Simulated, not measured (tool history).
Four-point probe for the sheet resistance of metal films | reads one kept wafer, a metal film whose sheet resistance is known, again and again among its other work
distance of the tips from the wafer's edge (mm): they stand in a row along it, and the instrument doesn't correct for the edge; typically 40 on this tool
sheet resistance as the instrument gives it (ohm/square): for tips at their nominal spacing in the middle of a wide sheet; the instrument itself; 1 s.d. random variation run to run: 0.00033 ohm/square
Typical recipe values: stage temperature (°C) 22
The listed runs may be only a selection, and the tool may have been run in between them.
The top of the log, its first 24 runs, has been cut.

run   hour  stage temperature (°C)  distance of the tips from the wafer's edge (mm)  sheet resistance as the instrument gives it (ohm/square)
 25  421.8                      33                                               49                                                  1.623672
 26  435.7                      32                                               36                                                  1.625371
     449.3  -- stage's thermometer calibrated, once more
 27  449.9                      35                                               36                                                  1.621637
 28  470.2                      35                                               36                                                  1.621978
 29  490.0                      35                                               36                                                  1.620981
 30  507.0                      20                                               40                                                  1.644888
 31  528.4                      32                                               56                                                  1.625692
 32  539.9                      24                                               24                                                  1.638662
 33  563.8                      30                                               34                                                  1.628784

4 ways to go on from here, each from the tool as it stands after run 33. What would each give?
  A  586.2                      34                                               14                                                         ?
  B  586.2                      22                                               10                                                         ?
  C  586.2                      19                                               40                                                         ?
  D  586.2                      26                                               36                                                         ?

run  sheet resistance as the instrument gives it (ohm/square)
  A                                                  1.624072
  B                                                  1.644303
  C                                                  1.646109
  D                                                  1.634955
Take away the tool's hidden state, keep each run's random variation, and the runs would have read:
run  sheet resistance as the instrument gives it (ohm/square)
  A                                                  1.644700
  B                                                  1.665189
  C                                                  1.667022
  D                                                  1.655724
